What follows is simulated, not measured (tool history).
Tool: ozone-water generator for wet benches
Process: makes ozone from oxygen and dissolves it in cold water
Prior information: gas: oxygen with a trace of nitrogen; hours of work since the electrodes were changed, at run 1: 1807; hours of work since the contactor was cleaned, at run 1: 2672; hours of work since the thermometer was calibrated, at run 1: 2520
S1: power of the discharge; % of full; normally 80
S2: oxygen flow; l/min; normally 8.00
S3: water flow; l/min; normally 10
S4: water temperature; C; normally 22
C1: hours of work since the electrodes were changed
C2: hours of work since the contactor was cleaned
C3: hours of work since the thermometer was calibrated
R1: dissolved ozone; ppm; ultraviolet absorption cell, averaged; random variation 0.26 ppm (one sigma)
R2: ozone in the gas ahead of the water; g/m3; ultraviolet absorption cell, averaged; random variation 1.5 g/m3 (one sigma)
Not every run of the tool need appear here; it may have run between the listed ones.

run,hour,S1,S2,S3,S4,C1,C2,C3,R1,R2
1,0.0,80,8.00,10,22,1807,2672,2520,36.9,265.3
2,86.6,80,8.00,14,22,1864,2728,2576,30.6,265.4
3,137.1,80,8.00,10,22,1897,2761,2609,36.2,266.4
4,227.0,80,8.00,10,22,1955,2820,2668,36.8,266.6
5,273.0,80,8.00,10,22,1985,2850,2698,36.4,263.4
6,349.0,80,8.00,10,26,2035,2899,2747,33.5,264.8
7,418.9,80,4.91,10,22,2080,2945,2793,39.1,325.9
8,509.1,80,8.00,10,22,2139,3003,2852,36.6,261.7
9,598.6,80,8.00,10,22,2198,3062,2910,36.1,262.4
10,648.4,80,8.00,10,22,2230,3094,2942,36.1,262.9
11,717.8,80,8.00,10,19,2275,3139,2988,38.4,261.3
12,763.8,80,8.77,10,22,2305,3169,3018,35.7,249.5
13,812.0,80,8.77,10,22,2337,3201,3049,35.5,251.1
14,877.4,80,7.01,10,22,2379,3243,3092,37.3,274.6
15,969.1,80,8.00,10,22,2439,3303,3151,35.6,260.8
16,1041.4,80,8.00,10,22,2486,3350,3198,35.7,258.9
17,1136.0,80,8.00,10,22,2548,3412,3260,35.4,257.6
18,1186.6,80,12.77,11,22,2581,3445,3293,31.0,213.8
19,1261.3,80,8.00,7,21,2629,3494,3342,43.0,258.4
20,1317.3,99,8.00,7,15,2666,3530,3378,58.7,303.0
21,1392.7,45,5.35,7,15,2715,3579,3427,34.3,198.1
22,1491.9,79,8.00,10,22,2780,3644,3492,34.8,255.2
23,1541.0,80,12.56,10,22,2811,3676,3524,31.6,211.8
24,1607.2,89,6.81,10,19,2855,3719,3567,41.8,299.3
25,1660.8,80,5.76,10,22,2890,3754,3602,36.6,295.2
26,1702.4,80,8.00,11,22,2917,3781,3629,33.4,254.6
27,1778.0,80,8.00,11,22,2966,3830,3678,33.1,255.5
28,1836.4,80,13.92,7,17,3004,3868,3716,40.7,198.6
29,1935.7,50,7.92,10,22,3069,3933,3781,24.7,175.8
30,1994.4,50,7.92,10,22,3107,3971,3819,24.2,177.8
31,2071.3,42,7.19,7,28,3157,4021,3869,21.8,162.0
32,2111.3,42,8.72,11,28,3183,4047,3895,17.2,150.4
33,2190.1,42,8.72,11,28,3234,4099,3947,16.9,150.9

A few steps of R1 between consecutive runs. Split each: what settings, incoming material and random variation would produce without the hidden state, and what is left over for the hidden state, along with gauge scatter present in only one of the two compared results (measured, and without hidden state):
Hidden state at play: yield of the discharge, % of new electrodes'; contactor's efficiency, % of a clean one's; true water temperature over the reading, C; drift of the gauge itself on ozone_ppm, %; drift of the gauge itself on gas_g_m3, %.
Run 19 -> 20: S1 80 -> 99, S4 21 -> 15. R1 +15.7 ppm: hidden state -3.1, all else +18.8.
Run 20 -> 21: S1 99 -> 45, S2 8.00 -> 5.35. R1 -24.4 ppm: hidden state +5.6, all else -30.0.
Run 28 -> 29: S1 80 -> 50, S2 13.92 -> 7.92, S3 7 -> 10, S4 17 -> 22. R1 -16.0 ppm: hidden state +3.3, all else -19.3.
